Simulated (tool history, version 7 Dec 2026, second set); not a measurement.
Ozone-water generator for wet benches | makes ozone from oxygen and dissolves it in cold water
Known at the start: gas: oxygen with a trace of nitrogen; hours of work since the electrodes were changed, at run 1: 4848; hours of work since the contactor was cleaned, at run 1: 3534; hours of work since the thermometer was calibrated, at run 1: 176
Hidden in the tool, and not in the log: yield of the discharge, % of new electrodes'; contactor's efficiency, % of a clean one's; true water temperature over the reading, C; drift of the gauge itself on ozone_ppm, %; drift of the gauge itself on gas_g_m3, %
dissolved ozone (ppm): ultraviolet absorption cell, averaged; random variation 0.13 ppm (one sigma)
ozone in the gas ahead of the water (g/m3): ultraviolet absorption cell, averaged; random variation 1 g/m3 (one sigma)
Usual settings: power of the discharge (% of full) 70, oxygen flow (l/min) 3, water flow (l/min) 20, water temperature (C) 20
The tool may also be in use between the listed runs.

run	hour	power of the discharge (% of full)	oxygen flow (l/min)	water flow (l/min)	water temperature (C)	hours of work since the electrodes were changed	hours of work since the contactor was cleaned	hours of work since the thermometer was calibrated	dissolved ozone (ppm)	ozone in the gas ahead of the water (g/m3)
1	0	70	3	20	20	4848	3534	176	12.2	150
2	160	70	3	20	20	4961	3647	289	11.6	149.6
3	328.5	47	3	20	20	5080	3766	407	10	124.8
4	416.7	47	3	20	20	5142	3829	470	9.9	124.6
5	592.9	70	3	20	18	5267	3953	594	12	147.2
6	699.3	70	3	20	18	5342	4028	669	11.8	146.4
7	873.7	70	3	20	18	5465	4151	792	11.8	146.9
# hour 1014.5: contactor cleaned
8	1064	70	3	20	18	5596	35	924	12	144.7
9	1151.6	70	3	20	20	5658	97	986	11.9	145
10	1256.9	70	4.35	20	20	5732	171	1060	13.1	126.6
11	1380.5	70	3	18	20	5820	258	1147	12.5	144.9
12	1523.9	70	3	18	20	5921	360	1248	12.5	145
13	1708.7	70	3	18	20	6051	490	1379	12.6	143.4
14	1812	70	3	20	20	6124	563	1452	11.6	142.4
15	1910.2	70	3	18	20	6194	632	1521	12.5	142.4
16	2082.5	70	3	30	20	6315	754	1643	8	140.4
17	2210	70	3	30	20	6405	844	1733	8	141.9
18	2366.9	61	3	17	26	6516	955	1843	11.3	133.1
19	2447.4	46	3.9	20	19	6573	1011	1900	10.2	108
20	2554.3	72	4.86	23	13	6648	1087	1976	12.8	120.3
21	2730.1	53	3	13	20	6772	1211	2100	14	123.7
22	2846	77	3.39	14	17	6854	1293	2182	16.5	138.9
23	2986.5	77	4.36	14	17	6953	1392	2281	17.1	126.4
24	3142.8	77	4.36	14	17	7064	1502	2391	17.2	124.7
25	3306.8	73	4.36	16	17	7179	1618	2507	15.1	122.6
# hour 3428.4: electrodes of the discharge changed
26	3438.8	73	4.36	16	17	7	1707	2596	19.4	153.1
27	3514.2	73	4.36	16	17	61	1760	2649	19.3	153.7
28	3688.9	59	2.23	20	27	184	1884	2772	10.7	174.9
29	3814.9	45	3.64	20	27	273	1972	2861	10.6	128.2
30	3898.7	40	3.64	20	27	332	2032	2921	9.9	120.9
31	4047.8	62	3.64	18	27	437	2137	3026	13.4	151
32	4181	62	4.98	18	28	531	2231	3120	13.7	133.5
33	4300.8	42	4.98	31	21	616	2315	3204	8.3	108.8

Measured less the same run without the tool's hidden state. The same run-to-run variation is in both; the gauge's scatter may not be:
run	dissolved ozone (ppm)	ozone in the gas ahead of the water (g/m3)
1	-2.2	-24.3
2	-2.2	-25
3	-1.6	-16.9
4	-1.6	-17.2
5	-2.4	-26.3
6	-2.5	-26.7
7	-2.5	-27.6
8	-2.4	-28.2
9	-2.4	-28.5
10	-2.7	-25.2
11	-2.7	-29.5
12	-2.8	-29.9
13	-2.8	-30.2
14	-2.6	-30.7
15	-2.9	-31.2
16	-1.9	-31.7
17	-2	-32.5
18	-2.6	-29
19	-2	-20.1
20	-3.4	-29.1
21	-3.1	-26.3
22	-4.6	-36.5
23	-4.9	-33.9
24	-5	-34.3
25	-4.4	-33.5
26	-0.3	+0
27	-0.3	-0.3
28	-0.3	-0.9
29	-0.2	-0.8
30	-0.3	-0.9
31	-0.5	-1.9
32	-0.5	-2.1
33	-0.3	-1.5

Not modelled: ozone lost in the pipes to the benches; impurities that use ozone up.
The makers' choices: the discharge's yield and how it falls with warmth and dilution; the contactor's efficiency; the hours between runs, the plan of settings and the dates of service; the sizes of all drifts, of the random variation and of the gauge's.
